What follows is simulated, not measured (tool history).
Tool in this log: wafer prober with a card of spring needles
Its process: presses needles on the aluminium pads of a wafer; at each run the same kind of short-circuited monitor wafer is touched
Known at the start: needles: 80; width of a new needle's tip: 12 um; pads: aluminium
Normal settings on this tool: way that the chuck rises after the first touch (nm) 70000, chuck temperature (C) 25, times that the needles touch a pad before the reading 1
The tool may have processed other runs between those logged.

| run | hour | way that the chuck rises after the first touch (nm) | chuck temperature (C) | times that the needles touch a pad before the reading | resistance of one needle with its contact and lead (mohm) | way that a needle slides on the pad (nm) |
|---|---|---|---|---|---|---|
| 1 | 0.0 | 70000 | 25 | 1 | 119 | 12170 |
| 2 | 15.2 | 70000 | 25 | 1 | 126 | 12170 |
| 3 | 30.3 | 70000 | 25 | 2 | 117 | 12160 |
|  | 31.8 | tips cleaned on abrasive film |
| 4 | 41.3 | 70000 | 25 | 2 | 110 | 12150 |
| 5 | 57.0 | 70000 | 25 | 2 | 115 | 12160 |
| 6 | 68.6 | 70000 | 25 | 2 | 116 | 12180 |
|  | 79.3 | tips cleaned on abrasive film |
| 7 | 80.9 | 70000 | 25 | 1 | 108 | 12120 |
| 8 | 96.7 | 70000 | 25 | 1 | 121 | 12140 |
|  | 97.9 | height of the first contact set anew |
| 9 | 106.1 | 74000 | 25 | 2 | 117 | 12790 |
| 10 | 116.0 | 55000 | 25 | 2 | 127 | 9490 |
|  | 126.2 | tips cleaned on abrasive film |
| 11 | 131.9 | 61000 | 44 | 1 | 118 | 10530 |
| 12 | 147.0 | 85000 | 86 | 1 | 127 | 14700 |
| 13 | 156.1 | 85000 | 28 | 2 | 113 | 14700 |
| 14 | 169.0 | 56000 | 75 | 3 | 124 | 9640 |
|  | 174.0 | tips cleaned on abrasive film |
| 15 | 180.0 | 59000 | 39 | 2 | 112 | 10180 |

5 ways to go on from here, each from the tool as it stands after run 15. What would each give?
|  | 185.1 | height of the first contact set anew, once more |
| A | 187.5 | 60000 | 25 | 1 | ? | ? |
|  | 185.1 | height of the first contact set anew, once more |
| B | 187.5 | 70000 | 25 | 1 | ? | ? |
|  | 185.1 | height of the first contact set anew, once more |
| C | 187.5 | 70000 | 25 | 1 | ? | ? |
|  | 185.1 | height of the first contact set anew, once more |
| D | 187.5 | 50000 | 39 | 2 | ? | ? |
|  | 185.1 | height of the first contact set anew, once more |
| E | 187.5 | 73000 | 39 | 2 | ? | ? |

| run | resistance of one needle with its contact and lead (mohm) | way that a needle slides on the pad (nm) |
|---|---|---|
| A | 125 | 10440 |
| B | 117 | 12190 |
| C | 118 | 12180 |
| D | 124 | 8720 |
| E | 111 | 12710 |
With no hidden state in the tool, these same runs would have given:
| run | resistance of one needle with its contact and lead (mohm) | way that a needle slides on the pad (nm) |
|---|---|---|
| A | 105 | 10440 |
| B | 102 | 12190 |
| C | 103 | 12180 |
| D | 109 | 8720 |
| E | 103 | 12710 |
